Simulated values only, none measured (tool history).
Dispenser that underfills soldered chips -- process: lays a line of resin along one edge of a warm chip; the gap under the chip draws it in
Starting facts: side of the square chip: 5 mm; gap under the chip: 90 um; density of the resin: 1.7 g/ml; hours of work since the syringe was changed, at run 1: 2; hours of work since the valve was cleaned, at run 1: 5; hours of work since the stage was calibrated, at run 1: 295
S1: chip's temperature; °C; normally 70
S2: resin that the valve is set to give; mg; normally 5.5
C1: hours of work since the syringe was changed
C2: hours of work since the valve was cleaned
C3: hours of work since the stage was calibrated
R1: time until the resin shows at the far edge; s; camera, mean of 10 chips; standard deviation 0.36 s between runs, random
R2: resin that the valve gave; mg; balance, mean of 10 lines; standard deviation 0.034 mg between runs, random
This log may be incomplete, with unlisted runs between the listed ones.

Run 1, day 0: usual settings; C1 2; C2 5; C3 295. Result: R1 25 s, R2 5.5 mg.
Run 2, day 0.283: usual settings but S1 67 °C; C1 7; C2 10; C3 300. Result: R1 38.5 s, R2 5.45 mg.
At day 0.475: new syringe of resin.
Run 3, day 0.683: usual settings but S1 67 °C; C1 4; C2 17; C3 307. Result: R1 30.6 s, R2 5.41 mg.
At day 1.058: new syringe of resin.
Run 4, day 1.1: usual settings but S1 75 °C; C1 1; C2 24; C3 314. Result: R1 18.9 s, R2 5.43 mg.
Run 5, day 1.392: usual settings but S1 75 °C; C1 6; C2 30; C3 319. Result: R1 26.4 s, R2 5.39 mg.
At day 1.658: new syringe of resin.
Run 6, day 1.733: usual settings but S1 75 °C; C1 1; C2 36; C3 325. Result: R1 19.2 s, R2 5.33 mg.
At day 1.879: stage's temperature calibrated.
Run 7, day 2.042: usual settings but S1 75 °C; C1 6; C2 41; C3 3. Result: R1 26.7 s, R2 5.33 mg.
At day 2.296: new syringe of resin.
Run 8, day 2.333: usual settings but S1 75 °C; C1 1; C2 46; C3 8. Result: R1 17.9 s, R2 5.36 mg.
Run 9, day 2.65: usual settings but S1 75 °C; C1 6; C2 51; C3 14. Result: R1 26.6 s, R2 5.24 mg.
At day 2.883: new syringe of resin.
Run 10, day 3.083: usual settings but S1 75 °C; C1 4; C2 59; C3 21. Result: R1 22.3 s, R2 5.2 mg.
At day 3.229: dispensing valve cleaned and set on the balance.
Run 11, day 3.312: usual settings but S1 75 °C; C1 7; C2 1; C3 25. Result: R1 27.2 s, R2 5.41 mg.
At day 3.529: new syringe of resin.
Run 12, day 3.612: usual settings but S1 75 °C; C1 2; C2 7; C3 30. Result: R1 19.9 s, R2 5.49 mg.
Run 13, day 3.804: usual settings but S2 5.96 mg; C1 5; C2 10; C3 34. Result: R1 27.2 s, R2 5.9 mg.
At day 4.138: new syringe of resin.
Run 14, day 4.158: usual settings but S2 5.96 mg; C1 0; C2 16; C3 40. Result: R1 20 s, R2 5.94 mg.
Run 15, day 4.338: usual settings but S2 5.96 mg; C1 4; C2 20; C3 43. Result: R1 25.4 s, R2 5.82 mg.
At day 4.733: new syringe of resin.
Run 16, day 4.767: usual settings but S1 77 °C, S2 6.33 mg; C1 1; C2 27; C3 51. Result: R1 16.7 s, R2 6.15 mg.
Run 17, day 5.033: usual settings but S1 84 °C, S2 5.69 mg; C1 5; C2 32; C3 55. Result: R1 19.5 s, R2 5.47 mg.
Run 18, day 5.242: usual settings but S1 84 °C, S2 6.65 mg; C1 9; C2 36; C3 59. Result: R1 23.6 s, R2 6.4 mg.
At day 5.317: new syringe of resin.
Run 19, day 5.45: usual settings but S1 65 °C, S2 4.94 mg; C1 2; C2 39; C3 63. Result: R1 29.8 s, R2 4.72 mg.
Run 20, day 5.683: usual settings but S1 71 °C, S2 4.85 mg; C1 7; C2 44; C3 67. Result: R1 31.5 s, R2 4.68 mg.
At day 5.917: new syringe of resin.
Run 21, day 6.112: usual settings but S1 58 °C; C1 4; C2 51; C3 75. Result: R1 39.5 s, R2 5.26 mg.
Run 22, day 6.458: usual settings but S1 65 °C, S2 6.52 mg; C1 10; C2 58; C3 81. Result: R1 45.6 s, R2 6.09 mg.
At day 6.521: new syringe of resin.
At day 6.7: dispensing valve cleaned and set on the balance.
Run 23, day 6.762: usual settings but S1 80 °C, S2 7.19 mg; C1 4; C2 1; C3 86. Result: R1 17.7 s, R2 7.1 mg.
Run 24, day 7.067: usual settings but S1 80 °C, S2 4.76 mg; C1 9; C2 7; C3 91. Result: R1 28.6 s, R2 4.72 mg.
At day 7.146: new syringe of resin.
Run 25, day 7.275: usual settings but S1 80 °C, S2 4.76 mg; C1 2; C2 10; C3 95. Result: R1 17.7 s, R2 4.67 mg.
Run 26, day 7.662: usual settings but S2 5.43 mg; C1 9; C2 17; C3 102. Result: R1 38.7 s, R2 5.25 mg.
At day 7.733: new syringe of resin.
Run 27, day 8.029: usual settings but S2 5.43 mg; C1 5; C2 24; C3 108. Result: R1 29.2 s, R2 5.27 mg.
At day 8.321: new syringe of resin.
Run 28, day 8.462: usual settings but S1 66 °C, S2 5.93 mg; C1 3; C2 31; C3 116. Result: R1 27.8 s, R2 5.74 mg.
Run 29, day 8.825: usual settings but S2 6.58 mg; C1 9; C2 38; C3 122. Result: R1 37.1 s, R2 6.38 mg.

Each row is a separate what-if for the run after 29, all from the same tool condition, not one after another. Results?
At day 8.929: new syringe of resin.
Run A, day 9.125: usual settings but S1 62 °C, S2 4.71 mg; C1 4; C2 43; C3 128. Result: R1 ?, R2 ?.
At day 8.929: new syringe of resin.
Run B, day 9.125: usual settings but S1 64 °C, S2 6.18 mg; C1 4; C2 43; C3 128. Result: R1 ?, R2 ?.
At day 8.929: new syringe of resin.
Run C, day 9.125: usual settings but S1 85 °C, S2 5.28 mg; C1 4; C2 43; C3 128. Result: R1 ?, R2 ?.

run    R1    R2
  A  36.5  4.53
  B    32  5.95
  C  17.3  5.07
Take away the tool's hidden state, keep each run's random variation, and the runs would have read:
run    R1    R2
  A  27.4  4.72
  B  24.4   6.2
  C  13.2  5.28

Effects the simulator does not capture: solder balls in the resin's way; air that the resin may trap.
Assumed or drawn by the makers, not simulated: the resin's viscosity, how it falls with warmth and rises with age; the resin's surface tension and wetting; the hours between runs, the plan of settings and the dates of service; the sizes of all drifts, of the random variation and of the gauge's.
